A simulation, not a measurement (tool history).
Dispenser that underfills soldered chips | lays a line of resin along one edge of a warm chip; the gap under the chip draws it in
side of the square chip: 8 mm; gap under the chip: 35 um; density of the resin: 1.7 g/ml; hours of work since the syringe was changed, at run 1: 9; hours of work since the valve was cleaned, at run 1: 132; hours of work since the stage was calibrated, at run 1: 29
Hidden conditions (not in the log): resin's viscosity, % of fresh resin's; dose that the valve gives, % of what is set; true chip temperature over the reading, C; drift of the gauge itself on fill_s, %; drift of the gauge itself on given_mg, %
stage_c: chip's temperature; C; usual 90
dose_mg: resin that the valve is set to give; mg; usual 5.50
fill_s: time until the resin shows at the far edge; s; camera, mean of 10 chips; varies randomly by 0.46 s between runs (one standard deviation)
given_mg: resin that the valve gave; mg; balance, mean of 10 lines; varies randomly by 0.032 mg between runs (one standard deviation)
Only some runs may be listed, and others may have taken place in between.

run,hour,stage_c,dose_mg,hours of work since the syringe was changed,hours of work since the valve was cleaned,hours of work since the stage was calibrated,fill_s,given_mg
1,0.0,90,5.50,9,132,29,47.3,5.19
# hour 3.1: new syringe of resin
# hour 7.2: dispensing valve cleaned and set on the balance
2,8.9,90,5.50,4,1,35,37.2,5.41
# hour 19.5: new syringe of resin
3,19.5,90,5.50,0,9,42,33.3,5.49
4,30.5,90,5.50,8,17,51,46.0,5.44
# hour 34.8: new syringe of resin
5,38.8,90,5.50,3,24,57,37.8,5.48
6,44.5,90,5.50,7,28,61,45.1,5.44
7,49.1,90,5.50,11,31,65,49.8,5.40
# hour 50.1: new syringe of resin
8,54.5,90,5.50,3,35,69,37.9,5.45
9,64.2,90,5.50,11,43,76,49.2,5.37
# hour 65.5: new syringe of resin
10,74.6,90,5.50,7,50,84,43.6,5.38
11,79.2,79,5.50,10,54,87,86.1,5.28
# hour 81.3: new syringe of resin
12,85.9,79,5.50,3,59,92,70.1,5.35
13,94.4,90,5.50,10,65,98,49.3,5.31
# hour 97.0: new syringe of resin
14,105.6,91,5.50,7,73,107,40.9,5.27
# hour 113.0: new syringe of resin
15,115.7,91,5.50,2,81,114,35.5,5.24
16,124.0,91,5.50,8,87,120,43.7,5.25
# hour 128.9: new syringe of resin
17,132.5,91,5.50,3,93,127,36.4,5.19
18,138.3,91,5.50,7,98,131,43.0,5.25
# hour 144.6: new syringe of resin
19,147.9,91,5.50,3,105,138,37.0,5.22
20,158.3,91,5.50,10,113,146,48.4,5.16
# hour 160.3: new syringe of resin
21,167.3,87,5.82,5,119,153,47.7,5.48
# hour 175.9: new syringe of resin
22,177.3,85,5.29,1,127,160,47.5,4.93
23,188.0,89,6.45,9,135,168,48.9,6.00
# hour 191.3: new syringe of resin
# hour 192.3: dispensing valve cleaned and set on the balance
24,196.3,80,6.76,3,3,173,61.7,6.78
25,201.7,91,4.91,7,7,178,43.3,4.85
# hour 208.0: new syringe of resin
26,209.3,90,6.03,1,13,183,35.8,5.99
27,220.1,90,6.03,9,21,191,46.8,5.99
# hour 223.8: new syringe of resin
28,230.9,85,5.24,5,29,199,53.8,5.14
29,235.7,85,5.24,9,33,203,61.9,5.17
# hour 239.0: new syringe of resin
30,243.3,80,5.26,3,38,208,64.6,5.18
# hour 254.3: new syringe of resin
31,254.3,85,6.26,0,46,217,44.1,6.13
32,258.8,77,6.12,3,50,220,75.5,6.00
33,268.7,77,6.12,11,57,227,96.6,5.98
# hour 269.6: new syringe of resin
34,278.4,77,6.12,7,64,235,82.3,5.95
# hour 285.7: new syringe of resin
35,287.2,77,6.12,1,71,241,69.7,5.86
36,297.5,103,5.48,9,79,249,25.8,5.28
# hour 301.8: new syringe of resin
37,305.9,103,5.48,3,85,255,21.8,5.25

What would each run have given without the hidden state, its run-to-run variation left as it was?
run,fill_s,given_mg
1,34.6,5.53
2,34.2,5.41
3,33.3,5.52
4,34.7,5.49
5,33.6,5.55
6,34.8,5.52
7,33.9,5.49
8,33.8,5.55
9,34.0,5.50
10,34.1,5.52
11,59.8,5.44
12,60.9,5.52
13,34.4,5.50
14,32.0,5.48
15,32.8,5.47
16,32.6,5.50
17,32.3,5.46
18,33.0,5.52
19,32.8,5.52
20,32.8,5.48
21,39.1,5.84
22,44.8,5.28
23,35.4,6.45
24,54.6,6.78
25,33.4,4.86
26,33.9,6.01
27,33.5,6.03
28,43.8,5.20
29,44.5,5.24
30,56.5,5.27
31,42.9,6.25
32,65.5,6.13
33,64.9,6.13
34,65.3,6.13
35,65.6,6.06
36,18.6,5.48
37,18.7,5.47
